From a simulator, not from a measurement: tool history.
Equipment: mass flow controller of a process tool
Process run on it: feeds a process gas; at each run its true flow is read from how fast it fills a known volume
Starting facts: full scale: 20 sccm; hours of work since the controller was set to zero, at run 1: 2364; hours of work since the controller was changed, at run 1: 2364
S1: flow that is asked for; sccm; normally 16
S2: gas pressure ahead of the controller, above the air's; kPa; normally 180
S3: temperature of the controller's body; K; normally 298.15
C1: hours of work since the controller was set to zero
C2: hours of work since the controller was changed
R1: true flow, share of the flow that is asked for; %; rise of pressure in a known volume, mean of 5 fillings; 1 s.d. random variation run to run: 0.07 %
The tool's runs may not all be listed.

run,hour,S1,S2,S3,C1,C2,R1
1,0.0,16,180,298.15,2364,2364,98.49
2,87.3,16,180,305.15,2429,2429,98.50
3,133.9,16,180,305.15,2463,2463,98.59
4,242.4,16,180,298.15,2544,2544,98.34
5,337.3,3,180,298.15,2614,2614,94.79
6,421.0,3,180,298.15,2676,2676,94.71
7,505.0,3,180,298.15,2739,2739,94.66
8,617.5,3,180,298.15,2822,2822,94.58
9,727.8,3,180,298.15,2904,2904,94.34
10,792.0,3,180,298.15,2952,2952,94.40
11,855.8,3,180,298.15,2999,2999,94.24
12,907.3,3,180,298.15,3037,3037,94.31
13,1016.0,16,180,307.15,3118,3118,98.42
14,1062.0,16,180,307.15,3152,3152,98.34
15,1153.8,16,180,307.15,3220,3220,98.33
16,1224.9,16,180,298.15,3273,3273,98.17
17,1294.5,16,180,298.15,3324,3324,98.09
18,1366.8,16,180,298.15,3378,3378,98.00
19,1479.7,16,180,298.15,3462,3462,97.99
# hour 1485.4: controller's zero set anew
20,1580.3,16,180,298.15,70,3536,97.92
21,1626.4,16,180,298.15,105,3570,97.85
22,1729.6,16,180,298.15,181,3647,97.86
23,1802.1,16,180,298.15,235,3701,97.83
24,1858.3,16,180,298.15,277,3742,97.91
25,1934.2,7,180,298.15,333,3799,95.51
# hour 1964.6: controller's zero set anew, once more
26,2048.0,16,237,296.15,62,3883,98.51
27,2119.1,16,237,296.15,115,3936,98.54
28,2203.3,2,237,293.15,177,3998,95.92
29,2278.5,2,237,293.15,233,4054,95.82
30,2350.2,16,251,306.15,286,4107,98.76
31,2414.5,3,251,304.15,334,4155,96.25
32,2502.6,3,251,304.15,399,4220,96.24
33,2568.0,16,205,296.15,448,4269,98.24
34,2631.2,16,243,312.15,495,4315,98.70
35,2707.1,15,211,303.15,551,4372,98.30
36,2776.1,3,226,298.15,602,4423,95.80
37,2859.5,6,194,298.15,664,4485,96.68
38,2971.4,3,209,309.15,747,4568,95.95
39,3057.7,16,154,298.15,811,4632,98.12
40,3149.3,13,249,300.15,879,4700,97.94
41,3215.9,6,231,293.15,929,4749,96.39
42,3271.4,6,231,293.15,970,4791,96.31
43,3365.1,6,231,293.15,1039,4860,96.31
44,3443.6,16,180,302.15,1097,4918,98.17
45,3528.6,3,180,296.15,1161,4981,95.23
46,3612.1,3,180,293.15,1223,5043,95.18
47,3681.8,3,180,293.15,1274,5095,94.97
48,3757.9,3,224,293.15,1331,5152,95.08
49,3867.8,16,140,301.15,1412,5233,98.02

Below are 3 alternative next runs, each starting from the tool's condition after run 49. Predict each:
A,3941.7,4,266,294.15,1467,5288,?
B,3941.7,16,228,309.15,1467,5288,?
C,3941.7,3,140,309.15,1467,5288,?

run,R1
A,95.46
B,98.29
C,95.00
What these runs would have given with no unlogged condition in the tool:
run,R1
A,97.58
B,99.66
C,97.46

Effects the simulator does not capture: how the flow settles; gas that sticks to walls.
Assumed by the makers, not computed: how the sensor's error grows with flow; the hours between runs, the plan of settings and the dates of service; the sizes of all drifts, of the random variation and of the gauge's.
